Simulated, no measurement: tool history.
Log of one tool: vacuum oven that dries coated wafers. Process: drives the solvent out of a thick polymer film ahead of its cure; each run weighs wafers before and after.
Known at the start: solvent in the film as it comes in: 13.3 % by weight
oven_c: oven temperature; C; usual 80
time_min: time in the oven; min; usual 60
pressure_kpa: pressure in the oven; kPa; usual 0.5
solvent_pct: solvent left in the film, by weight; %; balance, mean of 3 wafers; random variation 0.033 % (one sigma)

{"run": 1, "hour": 0.0, "oven_c": 80, "time_min": 60, "pressure_kpa": 0.5, "solvent_pct": 0.88}
{"run": 2, "hour": 68.1, "oven_c": 80, "time_min": 60, "pressure_kpa": 0.5, "solvent_pct": 0.84}
{"run": 3, "hour": 128.5, "oven_c": 80, "time_min": 60, "pressure_kpa": 0.5, "solvent_pct": 0.91}
{"run": 4, "hour": 168.1, "oven_c": 80, "time_min": 60, "pressure_kpa": 0.5, "solvent_pct": 0.88}
{"run": 5, "hour": 220.1, "oven_c": 80, "time_min": 60, "pressure_kpa": 0.5, "solvent_pct": 0.98}
{"run": 6, "hour": 288.9, "oven_c": 80, "time_min": 60, "pressure_kpa": 0.5, "solvent_pct": 0.9}
{"run": 7, "hour": 333.5, "oven_c": 80, "time_min": 101, "pressure_kpa": 0.5, "solvent_pct": 0.27}
{"hour": 340.1, "done": "oven's thermocouples calibrated"}
{"run": 8, "hour": 394.2, "oven_c": 80, "time_min": 101, "pressure_kpa": 0.5, "solvent_pct": 0.28}
{"run": 9, "hour": 430.7, "oven_c": 80, "time_min": 31, "pressure_kpa": 0.5, "solvent_pct": 3.1}
{"run": 10, "hour": 499.1, "oven_c": 90, "time_min": 46, "pressure_kpa": 0.425, "solvent_pct": 0.3}
{"run": 11, "hour": 548.0, "oven_c": 90, "time_min": 46, "pressure_kpa": 0.425, "solvent_pct": 0.28}
{"run": 12, "hour": 607.7, "oven_c": 90, "time_min": 46, "pressure_kpa": 1.971, "solvent_pct": 0.53}
{"run": 13, "hour": 645.2, "oven_c": 90, "time_min": 84, "pressure_kpa": 0.909, "solvent_pct": 0.15}
{"run": 14, "hour": 688.0, "oven_c": 73, "time_min": 60, "pressure_kpa": 0.5, "solvent_pct": 2.93}
{"run": 15, "hour": 726.9, "oven_c": 73, "time_min": 60, "pressure_kpa": 0.5, "solvent_pct": 2.93}

Forecast each of these 4 alternatives for the next run:
{"hour": 751.1, "done": "oven's thermocouples calibrated, once more"}
{"run": "A", "hour": 759.4, "oven_c": 91, "time_min": 39, "pressure_kpa": 0.328, "solvent_pct": "?"}
{"hour": 751.1, "done": "oven's thermocouples calibrated, once more"}
{"run": "B", "hour": 759.4, "oven_c": 84, "time_min": 60, "pressure_kpa": 0.5, "solvent_pct": "?"}
{"hour": 751.1, "done": "oven's thermocouples calibrated, once more"}
{"run": "C", "hour": 759.4, "oven_c": 71, "time_min": 83, "pressure_kpa": 0.435, "solvent_pct": "?"}
{"hour": 751.1, "done": "oven's thermocouples calibrated, once more"}
{"run": "D", "hour": 759.4, "oven_c": 85, "time_min": 78, "pressure_kpa": 0.619, "solvent_pct": "?"}

run=A solvent_pct=0.27
run=B solvent_pct=0.41
run=C solvent_pct=1.94
run=D solvent_pct=0.12
Without the tool's hidden state the same runs would have given:
run=A solvent_pct=0.24
run=B solvent_pct=0.37
run=C solvent_pct=1.88
run=D solvent_pct=0.08

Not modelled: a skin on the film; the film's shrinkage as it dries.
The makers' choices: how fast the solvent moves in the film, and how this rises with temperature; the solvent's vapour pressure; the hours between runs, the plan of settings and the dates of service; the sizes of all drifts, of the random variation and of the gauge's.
